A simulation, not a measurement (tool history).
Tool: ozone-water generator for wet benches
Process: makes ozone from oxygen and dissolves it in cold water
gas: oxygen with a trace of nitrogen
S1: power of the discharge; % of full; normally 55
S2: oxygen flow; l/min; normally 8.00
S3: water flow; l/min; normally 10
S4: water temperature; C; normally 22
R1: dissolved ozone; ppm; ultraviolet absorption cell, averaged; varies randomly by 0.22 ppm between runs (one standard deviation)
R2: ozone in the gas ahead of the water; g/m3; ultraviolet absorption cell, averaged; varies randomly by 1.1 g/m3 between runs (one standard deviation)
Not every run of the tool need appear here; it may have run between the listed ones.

run    hour  S1     S2  S3  S4    R1     R2
  1     0.0  55   8.00  10  22  30.9  177.7
  2    77.6  55   8.00  10  22  31.0  178.3
  3   142.1  65   8.00  10  22  33.2  194.9
  4   204.7  65   8.00  10  22  33.3  193.7
  5   310.0  65   8.00  10  22  33.1  194.0
  6   366.1  65   8.00  10  22  33.1  195.4
  7   431.1  65   8.00  10  22  33.0  193.7
  8   540.1  55   8.00  10  22  30.2  177.6
  9   616.9  55   8.00  10  22  30.4  177.1
      720.1  -- water thermometer calibrated
 10   726.4  55   8.00  10  22  30.1  176.5
 11   796.9  55   8.00  10  22  30.1  176.5
 12   881.0  55   8.00  10  20  31.7  177.5
 13   975.3  55   8.00  10  22  30.1  175.7
     1052.9  -- water thermometer calibrated, once more
 14  1091.3  55   8.00  10  22  30.1  175.7
 15  1151.1  55   5.95  10  22  32.3  207.5
 16  1253.7  55   8.00   7  22  34.8  173.8
 17  1317.9  55   5.17  14  22  26.7  226.0
 18  1372.7  55   5.17  14  18  28.6  222.7
 19  1470.7  55   5.17  14  18  28.7  223.9
 20  1529.1  50   8.00  10  25  26.1  166.4
 21  1619.0  51   4.58  13  15  30.9  231.7
 22  1730.7  51   4.58  13  15  30.7  226.8
 23  1843.7  76   4.58  13  29  28.7  275.4
 24  1962.5  49  12.26  11  22  22.8  126.5
 25  2029.4  49   6.50   6  22  35.8  182.4
 26  2081.9  43   5.00   7  19  37.6  199.1
 27  2149.3  43   5.00   7  19  37.5  200.2
 28  2262.6  43   5.00   7  19  37.2  197.5
 29  2338.8  43   5.13   7  26  32.1  193.5
 30  2394.5  43   8.55   7  26  26.2  145.7

Predict the results of run 31:
 31  2470.7  55  8.00  10  19   ?   ?

{"run 31": {"R1": 30.4, "R2": 168.0}}
The same run, on a tool lacking any hidden state, would have yielded R1 34.5 ppm, R2 186.1 g/m3.
